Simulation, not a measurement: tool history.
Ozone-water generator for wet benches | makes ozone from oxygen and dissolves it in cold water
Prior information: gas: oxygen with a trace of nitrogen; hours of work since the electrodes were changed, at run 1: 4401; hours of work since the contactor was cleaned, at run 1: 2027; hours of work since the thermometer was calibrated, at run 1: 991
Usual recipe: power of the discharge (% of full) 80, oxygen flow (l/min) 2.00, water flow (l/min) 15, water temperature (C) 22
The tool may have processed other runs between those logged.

run,day,power of the discharge (% of full),oxygen flow (l/min),water flow (l/min),water temperature (C),hours of work since the electrodes were changed,hours of work since the contactor was cleaned,hours of work since the thermometer was calibrated,dissolved ozone (ppm),ozone in the gas ahead of the water (g/m3)
1,0.000,80,2.00,15,22,4401,2027,991,16.6,282.2
2,8.962,80,2.00,15,22,4554,2180,1144,16.7,286.8
3,15.262,80,2.00,15,26,4662,2288,1251,15.8,285.7
4,22.504,80,1.10,15,26,4785,2412,1375,13.9,379.2
5,28.329,54,2.00,15,22,4885,2511,1474,12.8,218.7
6,33.738,80,2.00,15,22,4977,2603,1567,16.4,287.4
7,39.704,80,2.00,9,22,5079,2705,1669,26.0,286.1
8,45.421,80,2.00,9,22,5177,2803,1766,26.0,287.2
9,52.242,80,2.00,9,22,5293,2919,1883,26.3,288.6
10,61.246,80,2.00,9,22,5447,3073,2037,26.2,286.0
11,69.442,80,2.00,9,22,5587,3213,2177,26.1,288.2
12,73.475,80,2.00,9,22,5656,3282,2246,26.3,289.4
13,81.254,80,2.00,15,22,5789,3415,2378,16.6,289.7
14,90.071,80,2.00,15,22,5939,3566,2529,16.6,291.8
15,96.029,46,2.00,15,22,6041,3667,2631,11.4,198.5
16,104.779,46,2.00,15,22,6191,3817,2780,11.1,200.2
17,110.338,46,2.00,15,22,6285,3912,2875,11.5,197.4
18,118.046,46,2.00,15,22,6417,4043,3007,11.6,199.7
# day 118.817: water thermometer calibrated
19,126.788,72,1.31,15,22,6566,4192,136,13.9,333.2
20,134.417,80,2.00,15,15,6696,4323,267,17.7,292.2
# day 142.162: gauge calibrated
21,142.162,80,1.46,15,15,6829,4455,399,16.2,333.8
22,146.575,80,2.98,12,22,6904,4530,474,21.2,235.8
23,151.971,80,2.98,12,22,6996,4622,566,21.4,234.9
24,156.017,80,2.17,15,22,7065,4692,635,16.7,274.4
25,160.325,61,1.33,19,18,7139,4765,709,9.7,285.8
26,169.104,61,1.33,19,18,7289,4915,859,9.7,288.3
27,177.175,41,1.33,19,18,7427,5053,997,7.3,220.4
28,186.058,80,2.00,16,22,7578,5205,1149,15.6,290.6
29,193.288,80,2.00,16,22,7702,5328,1272,15.5,288.8
30,199.925,61,2.69,16,20,7815,5442,1385,13.9,209.6
31,208.771,80,1.88,15,22,7966,5593,1536,16.4,297.1
32,213.204,62,2.26,16,16,8042,5668,1612,14.6,226.4
33,220.671,62,2.26,16,16,8170,5796,1740,14.3,230.0

Pick out some run-to-run changes in ozone in the gas ahead of the water (g/m3). Of each, how much would a tool without hidden state show as well, from the settings, what came in and chance, and how much is left for the hidden state and any gauge scatter not in both results compared?
Hidden state at play: yield of the discharge, % of new electrodes'; contactor's efficiency, % of a clean one's; true water temperature over the reading, C; drift of the gauge itself on ozone_ppm, %; drift of the gauge itself on gas_g_m3, %.
Run 4 -> 5: power of the discharge (% of full) 80 -> 54, oxygen flow (l/min) 1.10 -> 2.00, water temperature (C) 26 -> 22. ozone in the gas ahead of the water (g/m3) -160.5: hidden state -0.4, all else -160.1.
Run 18 -> 19: power of the discharge (% of full) 46 -> 72, oxygen flow (l/min) 2.00 -> 1.31, water thermometer calibrated. ozone in the gas ahead of the water (g/m3) +133.5: hidden state +3.3, all else +130.2.
Run 20 -> 21: oxygen flow (l/min) 2.00 -> 1.46, gauge calibrated. ozone in the gas ahead of the water (g/m3) +41.6: hidden state -7.4, all else +49.0.
Run 21 -> 22: oxygen flow (l/min) 1.46 -> 2.98, water flow (l/min) 15 -> 12, water temperature (C) 15 -> 22. ozone in the gas ahead of the water (g/m3) -98.0: hidden state +0.2, all else -98.2.
Run 30 -> 31: power of the discharge (% of full) 61 -> 80, oxygen flow (l/min) 2.69 -> 1.88, water flow (l/min) 16 -> 15, water temperature (C) 20 -> 22. ozone in the gas ahead of the water (g/m3) +87.5: hidden state +1.4, all else +86.1.
